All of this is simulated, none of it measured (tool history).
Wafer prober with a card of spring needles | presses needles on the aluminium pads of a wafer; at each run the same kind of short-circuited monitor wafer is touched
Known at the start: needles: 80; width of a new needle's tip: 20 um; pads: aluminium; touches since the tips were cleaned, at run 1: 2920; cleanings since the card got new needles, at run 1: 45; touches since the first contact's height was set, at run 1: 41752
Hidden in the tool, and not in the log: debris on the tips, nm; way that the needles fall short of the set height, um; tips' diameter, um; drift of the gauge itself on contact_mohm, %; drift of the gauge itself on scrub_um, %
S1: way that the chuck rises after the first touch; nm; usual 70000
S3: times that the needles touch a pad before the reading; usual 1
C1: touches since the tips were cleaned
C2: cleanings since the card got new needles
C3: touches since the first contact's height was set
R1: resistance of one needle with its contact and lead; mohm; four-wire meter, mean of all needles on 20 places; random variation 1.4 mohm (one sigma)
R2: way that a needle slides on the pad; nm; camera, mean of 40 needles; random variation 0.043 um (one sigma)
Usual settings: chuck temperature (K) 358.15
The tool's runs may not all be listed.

Run 1, day 0: usual settings; C1 2920; C2 45; C3 41752. Result: R1 126 mohm, R2 13980 nm.
At day 0.125: tips cleaned on abrasive film.
At day 0.654: tips cleaned on abrasive film.
At day 1.158: tips cleaned on abrasive film.
Run 2, day 1.192: usual settings; C1 227; C2 48; C3 49713. Result: R1 117 mohm, R2 13940 nm.
At day 1.771: tips cleaned on abrasive film.
At day 2.379: tips cleaned on abrasive film.
Run 3, day 2.683: usual settings but chuck temperature (K) 354.15; C1 2050; C2 50; C3 59753. Result: R1 122 mohm, R2 13920 nm.
At day 2.929: tips cleaned on abrasive film.
At day 3.488: tips cleaned on abrasive film.
Run 4, day 3.779: usual settings; C1 1980; C2 52; C3 67116. Result: R1 122 mohm, R2 13860 nm.
At day 4.054: tips cleaned on abrasive film.
At day 4.638: tips cleaned on abrasive film.
Run 5, day 4.638: usual settings; C1 0; C2 54; C3 72851. Result: R1 117 mohm, R2 13920 nm.
At day 5.158: tips cleaned on abrasive film.
At day 5.679: tips cleaned on abrasive film.
Run 6, day 5.679: usual settings; C1 0; C2 56; C3 79843. Result: R1 113 mohm, R2 13820 nm.
At day 6.246: tips cleaned on abrasive film.
At day 6.771: tips cleaned on abrasive film.
Run 7, day 7.062: usual settings; C1 1960; C2 58; C3 89142. Result: R1 120 mohm, R2 13820 nm.
At day 7.288: tips cleaned on abrasive film.
At day 7.833: tips cleaned on abrasive film.
Run 8, day 7.888: usual settings; C1 349; C2 60; C3 94654. Result: R1 117 mohm, R2 13790 nm.
At day 8.396: tips cleaned on abrasive film.
Run 9, day 8.862: usual settings but chuck temperature (K) 315.15; C1 3163; C2 61; C3 101242. Result: R1 124 mohm, R2 13810 nm.
At day 8.979: tips cleaned on abrasive film.
At day 9.562: tips cleaned on abrasive film.
At day 10.088: tips cleaned on abrasive film.
Run 10, day 10.288: usual settings; C1 1352; C2 64; C3 110780. Result: R1 121 mohm, R2 13710 nm.
At day 10.592: tips cleaned on abrasive film.
At day 11.138: tips cleaned on abrasive film.
Run 11, day 11.212: usual settings; C1 490; C2 66; C3 116974. Result: R1 115 mohm, R2 13750 nm.
At day 11.642: tips cleaned on abrasive film.
Run 12, day 11.975: usual settings but chuck temperature (K) 299.15; C1 2270; C2 67; C3 122121. Result: R1 116 mohm, R2 13720 nm.
At day 12.179: tips cleaned on abrasive film.
At day 12.579: height of the first contact set anew.
At day 12.717: tips cleaned on abrasive film.
Run 13, day 12.717: usual settings but chuck temperature (K) 299.15; C1 0; C2 69; C3 890. Result: R1 108 mohm, R2 14170 nm.
At day 13.25: tips cleaned on abrasive film.
Run 14, day 13.462: usual settings but chuck temperature (K) 312.15; C1 1436; C2 70; C3 5912. Result: R1 116 mohm, R2 14070 nm.
At day 13.783: tips cleaned on abrasive film.
At day 14.379: tips cleaned on abrasive film.
At day 14.888: tips cleaned on abrasive film.
Run 15, day 15.038: usual settings; C1 1023; C2 73; C3 16480. Result: R1 118 mohm, R2 14040 nm.
At day 15.483: tips cleaned on abrasive film.
At day 16.038: tips cleaned on abrasive film.
Run 16, day 16.208: usual settings; C1 1159; C2 75; C3 24346. Result: R1 121 mohm, R2 13980 nm.
At day 16.546: tips cleaned on abrasive film.
At day 17.067: tips cleaned on abrasive film.
At day 17.625: tips cleaned on abrasive film.
Run 17, day 17.808: usual settings but chuck temperature (K) 355.15, S3 3; C1 1237; C2 78; C3 35072. Result: R1 117 mohm, R2 13960 nm.
At day 18.238: tips cleaned on abrasive film.
Run 18, day 18.554: usual settings but chuck temperature (K) 355.15, S3 3; C1 2130; C2 79; C3 40090. Result: R1 116 mohm, R2 13880 nm.
At day 18.804: tips cleaned on abrasive film.
Run 19, day 19.262: usual settings; C1 3107; C2 80; C3 44850. Result: R1 126 mohm, R2 13970 nm.
At day 19.358: tips cleaned on abrasive film.
At day 19.904: tips cleaned on abrasive film.
At day 20.421: tips cleaned on abrasive film.
Run 20, day 20.467: usual settings; C1 327; C2 83; C3 52920. Result: R1 116 mohm, R2 13950 nm.
At day 20.979: tips cleaned on abrasive film.
Run 21, day 21.15: usual settings but S1 78000 nm, S3 3; C1 1157; C2 84; C3 57504. Result: R1 115 mohm, R2 15530 nm.
At day 21.558: tips cleaned on abrasive film.
Run 22, day 21.925: usual settings but S1 80000 nm; C1 2479; C2 85; C3 62724. Result: R1 121 mohm, R2 15970 nm.
At day 22.112: tips cleaned on abrasive film.
At day 22.696: tips cleaned on abrasive film.
Run 23, day 23.1: usual settings but S1 64000 nm, S3 3; C1 2720; C2 87; C3 70604. Result: R1 118 mohm, R2 12710 nm.
At day 23.304: tips cleaned on abrasive film.
At day 23.804: tips cleaned on abrasive film.
Run 24, day 24.075: usual settings but S1 54000 nm, chuck temperature (K) 321.15, S3 2; C1 1840; C2 89; C3 77138. Result: R1 120 mohm, R2 10590 nm.
At day 24.354: tips cleaned on abrasive film.
At day 24.896: tips cleaned on abrasive film.
Run 25, day 25.288: usual settings but S1 84000 nm, chuck temperature (K) 326.15, S3 2; C1 2669; C2 91; C3 85292. Result: R1 114 mohm, R2 16590 nm.
At day 25.417: tips cleaned on abrasive film.
At day 26: tips cleaned on abrasive film.
Run 26, day 26.217: usual settings but S1 52000 nm, chuck temperature (K) 300.15, S3 2; C1 1459; C2 93; C3 91516. Result: R1 119 mohm, R2 10180 nm.
At day 26.538: tips cleaned on abrasive film.
At day 27.05: tips cleaned on abrasive film.
Run 27, day 27.342: usual settings but S1 68000 nm, chuck temperature (K) 299.15, S3 2; C1 1969; C2 95; C3 99053. Result: R1 115 mohm, R2 13300 nm.
At day 27.562: tips cleaned on abrasive film.
At day 28.083: tips cleaned on abrasive film.
At day 28.633: tips cleaned on abrasive film.
Run 28, day 28.633: usual settings but chuck temperature (K) 305.15; C1 0; C2 98; C3 107723. Result: R1 109 mohm, R2 13710 nm.
At day 29.158: tips cleaned on abrasive film.
Run 29, day 29.525: usual settings but S1 87000 nm, chuck temperature (K) 313.15, S3 2; C1 2470; C2 99; C3 113703. Result: R1 112 mohm, R2 17130 nm.
At day 29.771: tips cleaned on abrasive film.
At day 30.342: tips cleaned on abrasive film.
Run 30, day 30.562: usual settings but S1 78000 nm, chuck temperature (K) 346.15, S3 2; C1 1500; C2 101; C3 120669. Result: R1 115 mohm, R2 15300 nm.
At day 30.842: tips cleaned on abrasive film.
At day 31.383: tips cleaned on abrasive film.
At day 31.396: height of the first contact set anew.
Run 31, day 31.825: usual settings but S1 78000 nm, chuck temperature (K) 346.15, S3 2; C1 2896; C2 103; C3 2896. Result: R1 116 mohm, R2 15740 nm.

Some steps in R1 between neighbouring runs. How much of each would the tool show without its hidden state too (settings, what came in, random variation), and how much is left for the hidden state, with any gauge scatter that isn't in both results?
Run 1 -> 2: tips cleaned on abrasive film, tips cleaned on abrasive film, tips cleaned on abrasive film. R1 -9 mohm: hidden state -9, all else +0.
Run 8 -> 9: chuck temperature (K) 358.15 -> 315.15, tips cleaned on abrasive film. R1 +7 mohm: hidden state +9, all else -2.
Run 12 -> 13: tips cleaned on abrasive film, height of the first contact set anew, tips cleaned on abrasive film. R1 -8 mohm: hidden state -10, all else +2.
Run 18 -> 19: chuck temperature (K) 355.15 -> 358.15, S3 3 -> 1, tips cleaned on abrasive film. R1 +10 mohm: hidden state +8, all else +2.
Run 19 -> 20: tips cleaned on abrasive film, tips cleaned on abrasive film, tips cleaned on abrasive film. R1 -10 mohm: hidden state -9, all else -1.
